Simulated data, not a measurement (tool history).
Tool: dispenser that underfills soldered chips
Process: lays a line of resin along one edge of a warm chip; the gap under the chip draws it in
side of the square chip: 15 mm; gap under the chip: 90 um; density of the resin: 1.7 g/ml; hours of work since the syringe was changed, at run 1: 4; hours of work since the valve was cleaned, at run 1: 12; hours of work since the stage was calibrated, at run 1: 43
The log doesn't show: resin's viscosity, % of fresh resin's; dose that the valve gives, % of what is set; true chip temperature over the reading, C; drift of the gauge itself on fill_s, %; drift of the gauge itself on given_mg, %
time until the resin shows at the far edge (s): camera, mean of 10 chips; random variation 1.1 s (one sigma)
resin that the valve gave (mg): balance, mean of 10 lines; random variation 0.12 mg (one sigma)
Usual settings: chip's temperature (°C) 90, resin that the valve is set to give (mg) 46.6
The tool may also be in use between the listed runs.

run,hour,chip's temperature (°C),resin that the valve is set to give (mg),hours of work since the syringe was changed,hours of work since the valve was cleaned,hours of work since the stage was calibrated,time until the resin shows at the far edge (s),resin that the valve gave (mg)
1,0,90,46.6,4,12,43,137.7,46.34
2,6,90,46.6,7,16,47,181.3,46.2
# hour 9: new syringe of resin
3,10.7,90,46.6,1,19,50,113.2,46.15
4,13.7,90,46.6,3,20,52,130.6,46.17
5,18.2,90,46.6,6,23,54,165.1,46.1
# hour 23.5: new syringe of resin
6,24.4,90,46.6,1,27,58,107.6,45.92
7,30.3,90,46.6,4,31,62,145.2,45.8
8,36,90,46.6,8,34,65,191.2,45.8
# hour 37.9: new syringe of resin
9,40.2,90,46.6,1,37,68,115.5,45.65
10,45.8,86,46.6,5,40,71,181,45.49
11,51.9,86,46.6,9,44,75,242.4,45.38
# hour 52.5: new syringe of resin
12,55.7,87,46.6,2,46,77,140.8,45.42
13,58.9,87,46.6,4,48,79,167,45.49
14,61.7,87,57.9,6,50,81,182.5,56.18
# hour 66.9: new syringe of resin
15,67.5,87,57.9,0,53,84,118,56.42
16,72.6,87,57.9,4,56,87,150.1,56.04
17,77.6,90,46.6,7,59,90,181.8,45.17
# hour 81.4: new syringe of resin
18,83.7,90,46.6,1,63,94,114.6,45
19,87.4,90,51.2,4,65,96,134.4,49.43
20,93,95,50,7,69,100,146.6,48.08
# hour 96.1: new syringe of resin
21,97.5,77,50.4,1,71,102,191.7,48.38
22,100.7,87,60,3,73,104,143.1,57.84
23,105,80,60.4,6,76,107,231.9,57.97
# hour 108.7: dispensing valve cleaned and set on the balance
24,109,100,59.7,7,0,109,119.5,59.72
# hour 111.5: new syringe of resin
25,114.9,90,51.3,2,4,112,123.8,51.33
26,119.9,90,55.3,5,7,115,154.3,55.25
27,123.6,90,56.8,7,9,118,183.4,56.45
# hour 126.1: new syringe of resin
28,128.6,78,58.1,2,12,121,194,57.86
29,132.2,78,58.1,4,14,123,222.5,57.57
30,137.9,78,45.9,7,18,126,314.3,45.55
# hour 140.7: new syringe of resin
31,143,75,39.7,1,21,129,232.9,39.36
32,149.1,75,39.7,5,24,133,321.5,39.09
33,153.9,99,42.2,8,27,136,143.6,41.58
# hour 155.3: new syringe of resin
34,158.7,99,42.2,2,30,139,87.1,41.3
35,161.6,80,46.6,4,32,141,211.2,45.77
36,166.8,80,46.6,7,35,144,279.8,45.93

3 ways to go on from here, each from the tool as it stands after run 36. What would each give?
# hour 169.6: new syringe of resin
A,171.3,81,46.6,1,38,147,?,?
# hour 169.6: new syringe of resin
B,171.3,80,57.6,1,38,147,?,?
# hour 169.6: new syringe of resin
C,171.3,75,59.8,1,38,147,?,?

run,time until the resin shows at the far edge (s),resin that the valve gave (mg)
A,167.3,45.54
B,165.9,56.41
C,214.6,58.86
Without the tool's hidden state the same runs would have given:
run,time until the resin shows at the far edge (s),resin that the valve gave (mg)
A,152,46.45
B,151.2,57.53
C,195.7,60.03
